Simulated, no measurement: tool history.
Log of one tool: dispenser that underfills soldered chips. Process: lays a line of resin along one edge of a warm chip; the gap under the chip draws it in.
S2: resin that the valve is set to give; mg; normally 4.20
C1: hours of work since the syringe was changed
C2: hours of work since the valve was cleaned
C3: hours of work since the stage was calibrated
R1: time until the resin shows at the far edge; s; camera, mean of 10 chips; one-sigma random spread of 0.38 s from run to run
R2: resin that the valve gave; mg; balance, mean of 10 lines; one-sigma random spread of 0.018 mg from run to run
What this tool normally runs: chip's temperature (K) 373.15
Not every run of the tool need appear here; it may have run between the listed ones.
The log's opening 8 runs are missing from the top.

At hour 34.2: new syringe of resin.
Run 9, hour 35.2: usual settings but chip's temperature (K) 365.15; C1 1; C2 79; C3 133. Result: R1 32.1 s, R2 4.00 mg.
Run 10, hour 39.5: usual settings but S2 4.33 mg; C1 3; C2 82; C3 135. Result: R1 27.7 s, R2 4.14 mg.
Run 11, hour 42.6: usual settings; C1 6; C2 84; C3 138. Result: R1 31.2 s, R2 3.98 mg.
At hour 43.8: new syringe of resin.
Run 12, hour 48.2: usual settings; C1 3; C2 87; C3 141. Result: R1 27.4 s, R2 3.97 mg.
Run 13, hour 51.3: usual settings but chip's temperature (K) 382.15; C1 5; C2 89; C3 143. Result: R1 22.5 s, R2 3.94 mg.
At hour 53.2: new syringe of resin.
Run 14, hour 55.0: usual settings but chip's temperature (K) 382.15; C1 1; C2 91; C3 145. Result: R1 20.4 s, R2 3.96 mg.
Run 15, hour 57.6: usual settings; C1 3; C2 93; C3 147. Result: R1 28.2 s, R2 3.95 mg.
Run 16, hour 61.5: usual settings but chip's temperature (K) 370.15; C1 5; C2 96; C3 150. Result: R1 33.1 s, R2 3.97 mg.
At hour 62.5: new syringe of resin.
Run 17, hour 65.6: usual settings but chip's temperature (K) 368.15; C1 2; C2 98; C3 152. Result: R1 31.2 s, R2 3.96 mg.
Run 18, hour 69.6: usual settings but chip's temperature (K) 368.15; C1 5; C2 101; C3 155. Result: R1 34.5 s, R2 3.94 mg.
At hour 72.1: new syringe of resin.
Run 19, hour 73.2: usual settings but chip's temperature (K) 368.15; C1 1; C2 103; C3 157. Result: R1 28.5 s, R2 3.92 mg.
Run 20, hour 78.0: usual settings but chip's temperature (K) 371.15, S2 3.98 mg; C1 4; C2 106; C3 160. Result: R1 30.3 s, R2 3.70 mg.
At hour 81.7: new syringe of resin.
Run 21, hour 83.1: usual settings but chip's temperature (K) 371.15, S2 3.98 mg; C1 1; C2 109; C3 163. Result: R1 27.2 s, R2 3.68 mg.
Run 22, hour 87.0: usual settings but chip's temperature (K) 374.15, S2 3.93 mg; C1 4; C2 112; C3 166. Result: R1 28.3 s, R2 3.64 mg.
At hour 91.0: new syringe of resin.
Run 23, hour 91.0: usual settings but chip's temperature (K) 374.15, S2 3.93 mg; C1 0; C2 114; C3 168. Result: R1 24.3 s, R2 3.65 mg.

Run 24 comes next. What will it give?
Run 24, hour 94.9: usual settings but S2 4.93 mg; C1 3; C2 117; C3 171. Result: R1 ?, R2 ?.

For run 24 the tool returned R1 26.9 s, R2 4.60 mg.
Had the tool carried no hidden state, the very same run would have given R1 23.4 s, R2 4.95 mg.
